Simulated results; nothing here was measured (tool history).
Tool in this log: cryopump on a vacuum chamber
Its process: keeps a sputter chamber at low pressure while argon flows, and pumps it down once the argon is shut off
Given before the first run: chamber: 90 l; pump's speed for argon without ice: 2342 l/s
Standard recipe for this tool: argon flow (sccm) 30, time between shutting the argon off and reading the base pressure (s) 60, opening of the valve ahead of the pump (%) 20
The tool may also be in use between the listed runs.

run	day	argon flow (sccm)	time between shutting the argon off and reading the base pressure (s)	opening of the valve ahead of the pump (%)	pressure while argon flows (Pa)	pressure after the wait (uPa)
1	0.000	30	60	20	0.1082	1.30
2	0.808	30	60	20	0.1101	1.34
3	1.921	30	60	20	0.1085	1.34
4	2.712	30	60	20	0.1089	1.42
5	3.804	30	60	20	0.1088	1.41
6	5.142	30	60	20	0.1098	1.45
7	5.738	30	60	51	0.0442	1.46
8	6.408	30	60	51	0.0440	1.53
9	7.346	30	60	20	0.1106	1.52
10	8.325	30	60	20	0.1086	1.58
11	9.488	30	60	20	0.1101	1.59
12	10.362	30	97	20	0.1099	1.38
13	11.692	30	97	20	0.1106	1.37
14	12.925	30	97	20	0.1105	1.43
15	14.062	30	60	20	0.1110	1.73
16	15.083	30	60	20	0.1094	1.82
17	16.275	30	60	20	0.1101	1.90
18	17.054	30	130	20	0.1121	1.49
19	18.008	30	130	24	0.0924	1.48
20	18.688	48	42	36	0.1012	2.27
21	19.725	48	42	36	0.1011	2.26
22	20.938	48	42	36	0.1016	2.33
23	22.250	17	60	20	0.0631	2.06
24	23.108	50	26	60	0.0656	3.07
25	23.996	13	72	16	0.0610	2.07
26	24.812	13	72	16	0.0602	2.10
27	26.046	50	135	16	0.2313	1.83
28	26.746	20	60	22	0.0681	2.24
29	28.000	20	60	22	0.0671	2.27
30	29.238	20	173	17	0.0884	1.95
31	30.050	16	189	39	0.0323	1.89
32	31.112	16	189	39	0.0315	1.95
33	31.929	16	189	39	0.0317	1.95
34	33.188	16	189	39	0.0321	2.05
35	33.846	16	189	39	0.0333	2.11

Selected run-to-run steps in pressure while argon flows (Pa), each split into two signed amounts: the part the tool would show with no hidden state at all (from settings, incoming material and random variation), and the remainder, which goes to the hidden state together with any gauge scatter not common to the measured and the hidden-state-free results:
Hidden conditions of the tool in this case: pump's speed, % of a pump's without ice; cold plate's temperature, K; leak into the chamber, uPa l/s; drift of the gauge itself on working_pa, %; drift of the gauge itself on base_upa, %.
Run 8 -> 9: opening of the valve ahead of the pump (%) 51 -> 20. pressure while argon flows (Pa) +0.0666: hidden state +0.0001, all else +0.0665.
Run 23 -> 24: argon flow (sccm) 17 -> 50, time between shutting the argon off and reading the base pressure (s) 60 -> 26, opening of the valve ahead of the pump (%) 20 -> 60. pressure while argon flows (Pa) +0.0025: hidden state +0.0039, all else -0.0014.
Run 24 -> 25: argon flow (sccm) 50 -> 13, time between shutting the argon off and reading the base pressure (s) 26 -> 72, opening of the valve ahead of the pump (%) 60 -> 16. pressure while argon flows (Pa) -0.0046: hidden state -0.0043, all else -0.0003.
Run 26 -> 27: argon flow (sccm) 13 -> 50, time between shutting the argon off and reading the base pressure (s) 72 -> 135. pressure while argon flows (Pa) +0.1711: hidden state +0.0049, all else +0.1662.
Run 27 -> 28: argon flow (sccm) 50 -> 20, time between shutting the argon off and reading the base pressure (s) 135 -> 60, opening of the valve ahead of the pump (%) 16 -> 22. pressure while argon flows (Pa) -0.1632: hidden state -0.0039, all else -0.1593.
